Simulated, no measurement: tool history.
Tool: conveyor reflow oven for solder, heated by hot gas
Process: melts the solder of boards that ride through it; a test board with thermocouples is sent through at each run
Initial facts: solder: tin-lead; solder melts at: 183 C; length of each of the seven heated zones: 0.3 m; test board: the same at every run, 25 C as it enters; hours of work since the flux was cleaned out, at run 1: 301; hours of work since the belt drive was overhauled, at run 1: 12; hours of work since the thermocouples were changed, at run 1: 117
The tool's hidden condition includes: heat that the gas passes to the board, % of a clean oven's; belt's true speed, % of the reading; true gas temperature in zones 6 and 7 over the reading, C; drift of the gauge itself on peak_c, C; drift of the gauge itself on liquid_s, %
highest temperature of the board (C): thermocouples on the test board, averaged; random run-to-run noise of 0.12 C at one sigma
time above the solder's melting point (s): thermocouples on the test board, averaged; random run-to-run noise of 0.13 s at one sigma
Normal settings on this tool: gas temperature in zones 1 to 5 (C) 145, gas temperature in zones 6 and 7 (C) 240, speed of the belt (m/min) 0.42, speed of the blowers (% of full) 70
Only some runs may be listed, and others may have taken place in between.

run,hour,gas temperature in zones 1 to 5 (C),gas temperature in zones 6 and 7 (C),speed of the belt (m/min),speed of the blowers (% of full),hours of work since the flux was cleaned out,hours of work since the belt drive was overhauled,hours of work since the thermocouples were changed,highest temperature of the board (C),time above the solder's melting point (s)
1,0,145,240,0.42,70,301,12,117,224.7,73.1
2,27.8,145,240,0.42,70,321,32,137,224.8,73.4
3,51.9,145,240,0.42,70,338,50,154,224.5,73.1
4,73.3,145,240,0.42,70,354,65,169,224.7,73.1
5,87.3,145,240,0.371,70,364,75,180,228.1,86
6,106.7,145,240,0.371,70,378,89,194,227.9,86.1
7,122.7,145,240,0.457,70,389,101,205,221.6,64.7
8,143.3,145,240,0.457,70,404,116,220,221.5,64.7
9,164.5,145,240,0.457,70,419,131,235,221.3,64.7
# hour 174: flux residue cleaned out of gas plates and filters
10,185.4,145,240,0.457,70,8,142,247,224.4,67.1
11,211.1,145,240,0.457,70,27,161,265,224.3,66.9
12,229.9,145,240,0.457,70,40,174,279,224,66.8
13,252.1,132,240,0.42,70,56,190,295,224.6,68.7
14,274.6,132,240,0.42,70,73,207,311,224.6,68.5
15,291.8,132,240,0.42,70,85,219,323,224.6,68.4
16,304.7,132,240,0.42,70,94,228,333,224.5,68.6
17,318,155,233,0.406,59,104,238,342,220.4,78.1
18,330.9,136,233,0.406,62,113,247,352,217.8,66.9
19,348.6,136,233,0.406,62,126,260,364,217.8,67
20,364.1,136,233,0.406,62,137,271,375,217.7,66.8
21,386.9,149,230,0.406,62,153,288,392,217.5,72.3
22,404.9,152,230,0.406,52,166,300,405,215.2,71.6
23,434.5,145,249,0.359,79,188,322,426,240.1,96.5
24,448.6,145,240,0.459,70,198,332,436,223.2,66.1
25,469.5,145,240,0.459,70,213,347,451,223.1,66
26,494.3,151,240,0.42,70,231,365,469,226.9,77.8
27,521.3,150,240,0.42,70,250,384,489,226.5,77.5
28,540.7,150,240,0.435,78,264,398,503,226.9,74.9
29,564,150,234,0.376,88,281,415,520,226.3,86.8
30,587.3,150,234,0.376,88,298,432,536,226.2,86.4
31,613.3,150,234,0.376,88,317,451,555,226.2,86.8
32,642.4,152,248,0.366,86,338,472,576,239.6,97.5

3 ways to go on from here, each from the tool as it stands after run 32. What would each give?
A,655.5,158,248,0.423,86,347,481,585,?,?
B,655.5,147,240,0.459,74,347,481,585,?,?
C,655.5,148,248,0.355,86,347,481,585,?,?

run,highest temperature of the board (C),time above the solder's melting point (s)
A,237.1,85.9
B,223.9,67.4
C,240.1,99
With no hidden state in the tool, these same runs would have given:
run,highest temperature of the board (C),time above the solder's melting point (s)
A,238.6,85.4
B,225.7,68.1
C,241.3,98.4
